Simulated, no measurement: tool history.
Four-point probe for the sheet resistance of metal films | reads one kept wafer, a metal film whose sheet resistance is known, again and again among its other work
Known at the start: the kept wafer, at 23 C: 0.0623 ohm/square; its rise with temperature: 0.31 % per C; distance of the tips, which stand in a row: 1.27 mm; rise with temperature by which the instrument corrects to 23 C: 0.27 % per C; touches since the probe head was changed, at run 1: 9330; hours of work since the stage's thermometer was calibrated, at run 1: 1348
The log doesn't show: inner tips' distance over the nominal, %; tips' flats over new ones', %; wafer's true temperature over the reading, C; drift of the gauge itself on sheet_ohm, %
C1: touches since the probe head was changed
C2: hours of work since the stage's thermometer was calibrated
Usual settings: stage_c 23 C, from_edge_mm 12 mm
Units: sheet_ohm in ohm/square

run 1 hour=0.0 | stage_c=23 from_edge_mm=12 | C1=9330 C2=1348 | sheet_ohm=0.062563
run 2 hour=13.4 | stage_c=23 from_edge_mm=66 | C1=9502 C2=1353 | sheet_ohm=0.062222
run 3 hour=30.0 | stage_c=23 from_edge_mm=66 | C1=9716 C2=1360 | sheet_ohm=0.062231
run 4 hour=46.8 | stage_c=23 from_edge_mm=66 | C1=9931 C2=1368 | sheet_ohm=0.062220
run 5 hour=69.2 | stage_c=23 from_edge_mm=66 | C1=10221 C2=1377 | sheet_ohm=0.062204
run 6 hour=83.9 | stage_c=23 from_edge_mm=12 | C1=10410 C2=1383 | sheet_ohm=0.062571
run 7 hour=99.2 | stage_c=23 from_edge_mm=12 | C1=10606 C2=1390 | sheet_ohm=0.062590
run 8 hour=121.7 | stage_c=20 from_edge_mm=6 | C1=10896 C2=1400 | sheet_ohm=0.063566
run 9 hour=140.7 | stage_c=20 from_edge_mm=75 | C1=11141 C2=1408 | sheet_ohm=0.062135
run 10 hour=159.6 | stage_c=26 from_edge_mm=12 | C1=11383 C2=1416 | sheet_ohm=0.062645
run 11 hour=182.0 | stage_c=28 from_edge_mm=5 | C1=11671 C2=1425 | sheet_ohm=0.064434

Forecast each of these 4 alternatives for the next run:
run A hour=197.4 | stage_c=23 from_edge_mm=62 | C1=11870 C2=1432 | sheet_ohm=?
run B hour=197.4 | stage_c=28 from_edge_mm=4 | C1=11870 C2=1432 | sheet_ohm=?
run C hour=197.4 | stage_c=18 from_edge_mm=8 | C1=11870 C2=1432 | sheet_ohm=?
run D hour=197.4 | stage_c=18 from_edge_mm=5 | C1=11870 C2=1432 | sheet_ohm=?

run=A sheet_ohm=0.062217
run=B sheet_ohm=0.065551
run=C sheet_ohm=0.062898
run=D sheet_ohm=0.064149
Without the tool's hidden state the same runs would have given:
run=A sheet_ohm=0.062311
run=B sheet_ohm=0.065649
run=C sheet_ohm=0.062995
run=D sheet_ohm=0.064248
